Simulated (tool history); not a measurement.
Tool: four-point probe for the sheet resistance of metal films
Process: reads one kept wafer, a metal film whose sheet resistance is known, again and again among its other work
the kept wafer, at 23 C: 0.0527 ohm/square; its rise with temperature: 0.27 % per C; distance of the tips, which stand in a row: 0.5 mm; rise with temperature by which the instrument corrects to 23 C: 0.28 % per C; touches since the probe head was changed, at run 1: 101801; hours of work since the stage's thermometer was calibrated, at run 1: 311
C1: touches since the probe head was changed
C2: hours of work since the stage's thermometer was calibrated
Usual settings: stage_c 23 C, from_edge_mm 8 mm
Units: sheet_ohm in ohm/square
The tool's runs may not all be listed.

{"run": 1, "day": 0.0, "stage_c": 23, "from_edge_mm": 8, "C1": 101801, "C2": 311, "sheet_ohm": 0.053273}
{"run": 2, "day": 3.125, "stage_c": 23, "from_edge_mm": 8, "C1": 104686, "C2": 366, "sheet_ohm": 0.053279}
{"run": 3, "day": 4.983, "stage_c": 23, "from_edge_mm": 8, "C1": 106404, "C2": 399, "sheet_ohm": 0.053292}
{"run": 4, "day": 6.829, "stage_c": 23, "from_edge_mm": 8, "C1": 108108, "C2": 432, "sheet_ohm": 0.053302}
{"run": 5, "day": 9.804, "stage_c": 23, "from_edge_mm": 22, "C1": 110855, "C2": 485, "sheet_ohm": 0.053196}
{"run": 6, "day": 12.508, "stage_c": 23, "from_edge_mm": 4, "C1": 113349, "C2": 532, "sheet_ohm": 0.053658}
{"run": 7, "day": 15.592, "stage_c": 23, "from_edge_mm": 4, "C1": 116197, "C2": 587, "sheet_ohm": 0.053637}
{"run": 8, "day": 18.396, "stage_c": 23, "from_edge_mm": 4, "C1": 118786, "C2": 637, "sheet_ohm": 0.05365}
{"run": 9, "day": 20.458, "stage_c": 23, "from_edge_mm": 8, "C1": 120690, "C2": 673, "sheet_ohm": 0.053315}
{"run": 10, "day": 22.458, "stage_c": 23, "from_edge_mm": 8, "C1": 122536, "C2": 709, "sheet_ohm": 0.053324}
{"run": 11, "day": 24.012, "stage_c": 23, "from_edge_mm": 8, "C1": 123974, "C2": 736, "sheet_ohm": 0.053331}
{"run": 12, "day": 25.683, "stage_c": 23, "from_edge_mm": 66, "C1": 125514, "C2": 766, "sheet_ohm": 0.053229}
{"run": 13, "day": 27.412, "stage_c": 23, "from_edge_mm": 66, "C1": 127113, "C2": 796, "sheet_ohm": 0.053222}
{"run": 14, "day": 29.375, "stage_c": 23, "from_edge_mm": 8, "C1": 128923, "C2": 831, "sheet_ohm": 0.053333}
{"run": 15, "day": 32.004, "stage_c": 23, "from_edge_mm": 8, "C1": 131350, "C2": 878, "sheet_ohm": 0.053326}
{"run": 16, "day": 33.388, "stage_c": 23, "from_edge_mm": 8, "C1": 132627, "C2": 902, "sheet_ohm": 0.053331}
{"run": 17, "day": 35.588, "stage_c": 23, "from_edge_mm": 8, "C1": 134660, "C2": 941, "sheet_ohm": 0.053354}
{"run": 18, "day": 37.779, "stage_c": 21, "from_edge_mm": 8, "C1": 136682, "C2": 980, "sheet_ohm": 0.053388}
{"run": 19, "day": 40.088, "stage_c": 23, "from_edge_mm": 8, "C1": 138813, "C2": 1021, "sheet_ohm": 0.053361}
{"run": 20, "day": 42.062, "stage_c": 23, "from_edge_mm": 5, "C1": 140638, "C2": 1056, "sheet_ohm": 0.053536}
{"run": 21, "day": 45.188, "stage_c": 23, "from_edge_mm": 5, "C1": 143522, "C2": 1111, "sheet_ohm": 0.053533}
{"run": 22, "day": 46.817, "stage_c": 23, "from_edge_mm": 8, "C1": 145027, "C2": 1140, "sheet_ohm": 0.053356}
{"run": 23, "day": 49.742, "stage_c": 23, "from_edge_mm": 8, "C1": 147727, "C2": 1192, "sheet_ohm": 0.053359}
{"run": 24, "day": 52.846, "stage_c": 21, "from_edge_mm": 11, "C1": 150593, "C2": 1247, "sheet_ohm": 0.053328}
{"run": 25, "day": 55.296, "stage_c": 24, "from_edge_mm": 39, "C1": 152856, "C2": 1290, "sheet_ohm": 0.053267}
{"run": 26, "day": 58.175, "stage_c": 19, "from_edge_mm": 57, "C1": 155517, "C2": 1342, "sheet_ohm": 0.05328}
{"run": 27, "day": 61.362, "stage_c": 23, "from_edge_mm": 35, "C1": 158460, "C2": 1398, "sheet_ohm": 0.053273}
{"run": 28, "day": 64.092, "stage_c": 28, "from_edge_mm": 12, "C1": 160977, "C2": 1446, "sheet_ohm": 0.053318}
{"run": 29, "day": 67.1, "stage_c": 28, "from_edge_mm": 12, "C1": 163756, "C2": 1500, "sheet_ohm": 0.053308}
{"run": 30, "day": 69.738, "stage_c": 25, "from_edge_mm": 14, "C1": 166193, "C2": 1546, "sheet_ohm": 0.053328}
{"run": 31, "day": 71.762, "stage_c": 25, "from_edge_mm": 14, "C1": 168063, "C2": 1582, "sheet_ohm": 0.053313}
{"day": 72.075, "done": "stage's thermometer calibrated"}
{"run": 32, "day": 74.95, "stage_c": 25, "from_edge_mm": 14, "C1": 170985, "C2": 51, "sheet_ohm": 0.053316}
{"run": 33, "day": 77.375, "stage_c": 25, "from_edge_mm": 14, "C1": 173225, "C2": 94, "sheet_ohm": 0.053316}
{"run": 34, "day": 79.471, "stage_c": 22, "from_edge_mm": 4, "C1": 175158, "C2": 131, "sheet_ohm": 0.053742}
{"run": 35, "day": 81.5, "stage_c": 23, "from_edge_mm": 16, "C1": 177032, "C2": 167, "sheet_ohm": 0.053314}
{"run": 36, "day": 83.996, "stage_c": 23, "from_edge_mm": 16, "C1": 179335, "C2": 211, "sheet_ohm": 0.05334}
{"run": 37, "day": 85.979, "stage_c": 23, "from_edge_mm": 37, "C1": 181170, "C2": 246, "sheet_ohm": 0.053311}
{"run": 38, "day": 88.996, "stage_c": 20, "from_edge_mm": 37, "C1": 183952, "C2": 300, "sheet_ohm": 0.053322}
{"run": 39, "day": 90.733, "stage_c": 20, "from_edge_mm": 37, "C1": 185559, "C2": 331, "sheet_ohm": 0.053343}
{"run": 40, "day": 92.333, "stage_c": 23, "from_edge_mm": 8, "C1": 187034, "C2": 359, "sheet_ohm": 0.053427}
{"run": 41, "day": 94.362, "stage_c": 26, "from_edge_mm": 8, "C1": 188910, "C2": 395, "sheet_ohm": 0.053409}
{"run": 42, "day": 97.133, "stage_c": 26, "from_edge_mm": 8, "C1": 191468, "C2": 444, "sheet_ohm": 0.053436}
{"run": 43, "day": 99.283, "stage_c": 26, "from_edge_mm": 8, "C1": 193451, "C2": 482, "sheet_ohm": 0.053412}
{"run": 44, "day": 100.75, "stage_c": 20, "from_edge_mm": 56, "C1": 194805, "C2": 508, "sheet_ohm": 0.053355}
{"run": 45, "day": 102.638, "stage_c": 20, "from_edge_mm": 56, "C1": 196549, "C2": 541, "sheet_ohm": 0.053341}

How the hidden state differs across the entries between the runs, from the last listed run before each to the first after it:
Between runs 31 and 32: stage's thermometer calibrated (day 72.075)
  inner tips' distance over the nominal, %: 1.007 -> 1.015; tips' flats over new ones', %: 82 -> 84; wafer's true temperature over the reading, C: 0.14 -> 0.04
  measured less the result without the state, sheet_ohm: +0.000594 -> +0.000586 ohm/square
